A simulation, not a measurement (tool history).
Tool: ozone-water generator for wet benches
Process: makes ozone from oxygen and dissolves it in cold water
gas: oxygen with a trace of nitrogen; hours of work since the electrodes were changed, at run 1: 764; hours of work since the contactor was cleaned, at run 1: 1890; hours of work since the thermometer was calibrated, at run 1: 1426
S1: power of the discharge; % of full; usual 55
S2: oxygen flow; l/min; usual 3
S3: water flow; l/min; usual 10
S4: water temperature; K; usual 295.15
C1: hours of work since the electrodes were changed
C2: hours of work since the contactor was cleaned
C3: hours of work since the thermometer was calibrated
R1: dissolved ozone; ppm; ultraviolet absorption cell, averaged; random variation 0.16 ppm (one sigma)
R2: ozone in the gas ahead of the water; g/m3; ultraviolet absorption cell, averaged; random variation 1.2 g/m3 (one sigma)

run 1 hour=0 | S1=55 S2=3 S3=10 S4=295.15 | C1=764 C2=1890 C3=1426 | R1=20.2 R2=211.2
run 2 hour=29.7 | S1=55 S2=3 S3=10 S4=301.15 | C1=788 C2=1913 C3=1450 | R1=18.3 R2=210.1
run 3 hour=43.7 | S1=55 S2=3 S3=10 S4=295.15 | C1=799 C2=1925 C3=1461 | R1=20.3 R2=211.6
run 4 hour=70.5 | S1=55 S2=3 S3=10 S4=295.15 | C1=821 C2=1946 C3=1483 | R1=20.2 R2=210.1
run 5 hour=93.6 | S1=80 S2=3 S3=10 S4=295.15 | C1=840 C2=1965 C3=1502 | R1=27 R2=284.3
run 6 hour=111.8 | S1=80 S2=3 S3=10 S4=288.15 | C1=854 C2=1980 C3=1516 | R1=30.4 R2=285.8
run 7 hour=125.6 | S1=80 S2=3 S3=10 S4=288.15 | C1=865 C2=1991 C3=1527 | R1=30.4 R2=281.4
run 8 hour=150.3 | S1=55 S2=3 S3=10 S4=295.15 | C1=885 C2=2011 C3=1547 | R1=20.1 R2=211.5
run 9 hour=166.8 | S1=55 S2=3 S3=10 S4=295.15 | C1=898 C2=2024 C3=1560 | R1=20.6 R2=212.9
run 10 hour=196.3 | S1=55 S2=3 S3=10 S4=295.15 | C1=922 C2=2048 C3=1584 | R1=20.2 R2=209.7
run 11 hour=212.4 | S1=55 S2=3 S3=10 S4=295.15 | C1=935 C2=2061 C3=1597 | R1=20.2 R2=211.4
run 12 hour=233 | S1=55 S2=3 S3=9 S4=295.15 | C1=952 C2=2077 C3=1614 | R1=22.3 R2=210.7
run 13 hour=262.1 | S1=59 S2=3 S3=10 S4=295.15 | C1=975 C2=2101 C3=1637 | R1=21.4 R2=224
run 14 hour=291 | S1=59 S2=3 S3=10 S4=295.15 | C1=999 C2=2124 C3=1661 | R1=21.3 R2=224.2
run 15 hour=311.6 | S1=55 S2=3 S3=10 S4=295.15 | C1=1015 C2=2140 C3=1677 | R1=19.9 R2=211.2
run 16 hour=336.3 | S1=94 S2=4.59 S3=10 S4=295.15 | C1=1035 C2=2160 C3=1697 | R1=28.2 R2=244
run 17 hour=357.2 | S1=42 S2=3 S3=10 S4=295.15 | C1=1052 C2=2177 C3=1714 | R1=16.3 R2=171.5
run 18 hour=377.9 | S1=42 S2=3.63 S3=10 S4=298.15 | C1=1068 C2=2194 C3=1730 | R1=14.6 R2=150.1
run 19 hour=405.1 | S1=92 S2=3 S3=6 S4=295.15 | C1=1090 C2=2216 C3=1752 | R1=42.1 R2=318.5
run 20 hour=429 | S1=55 S2=3.8 S3=8 S4=295.15 | C1=1110 C2=2235 C3=1772 | R1=22 R2=180.5
run 21 hour=449.6 | S1=55 S2=2.83 S3=6 S4=295.15 | C1=1126 C2=2252 C3=1788 | R1=28.8 R2=219.7
run 22 hour=473.5 | S1=55 S2=2.08 S3=6 S4=297.15 | C1=1145 C2=2271 C3=1807 | R1=30.4 R2=271.1
run 23 hour=491.1 | S1=55 S2=3 S3=12 S4=295.15 | C1=1160 C2=2285 C3=1822 | R1=17.8 R2=211.7
run 24 hour=505.9 | S1=82 S2=3 S3=10 S4=295.15 | C1=1172 C2=2297 C3=1834 | R1=27.8 R2=289.8
run 25 hour=536.3 | S1=82 S2=3 S3=10 S4=295.15 | C1=1196 C2=2321 C3=1858 | R1=27.5 R2=290.7
run 26 hour=567.1 | S1=58 S2=3 S3=11 S4=300.15 | C1=1221 C2=2346 C3=1883 | R1=18.1 R2=221.3
run 27 hour=596.8 | S1=55 S2=2.43 S3=13 S4=295.15 | C1=1245 C2=2370 C3=1907 | R1=16.8 R2=242.9
run 28 hour=620.1 | S1=78 S2=3 S3=8 S4=295.15 | C1=1264 C2=2389 C3=1926 | R1=31.1 R2=277.5
run 29 hour=643.2 | S1=47 S2=3.57 S3=13 S4=291.15 | C1=1282 C2=2408 C3=1944 | R1=15.4 R2=166.6
run 30 hour=662.4 | S1=47 S2=1.81 S3=13 S4=291.15 | C1=1298 C2=2423 C3=1960 | R1=15.5 R2=264.1

Forecast each of these 4 alternatives for the next run:
run A hour=682.9 | S1=44 S2=3 S3=10 S4=295.15 | C1=1314 C2=2440 C3=1976 | R1=? R2=?
run B hour=682.9 | S1=99 S2=1.81 S3=13 S4=289.15 | C1=1314 C2=2440 C3=1976 | R1=? R2=?
run C hour=682.9 | S1=99 S2=2.47 S3=16 S4=295.15 | C1=1314 C2=2440 C3=1976 | R1=? R2=?
run D hour=682.9 | S1=80 S2=3 S3=10 S4=296.15 | C1=1314 C2=2440 C3=1976 | R1=? R2=?

run=A R1=17 R2=177.1
run=B R1=28.8 R2=476
run=C R1=22.3 R2=383.5
run=D R1=26.5 R2=284.6
Without the tool's hidden state the same runs would have given:
run=A R1=17 R2=177.1
run=B R1=28.8 R2=476.3
run=C R1=22.4 R2=383.8
run=D R1=26.5 R2=284.8

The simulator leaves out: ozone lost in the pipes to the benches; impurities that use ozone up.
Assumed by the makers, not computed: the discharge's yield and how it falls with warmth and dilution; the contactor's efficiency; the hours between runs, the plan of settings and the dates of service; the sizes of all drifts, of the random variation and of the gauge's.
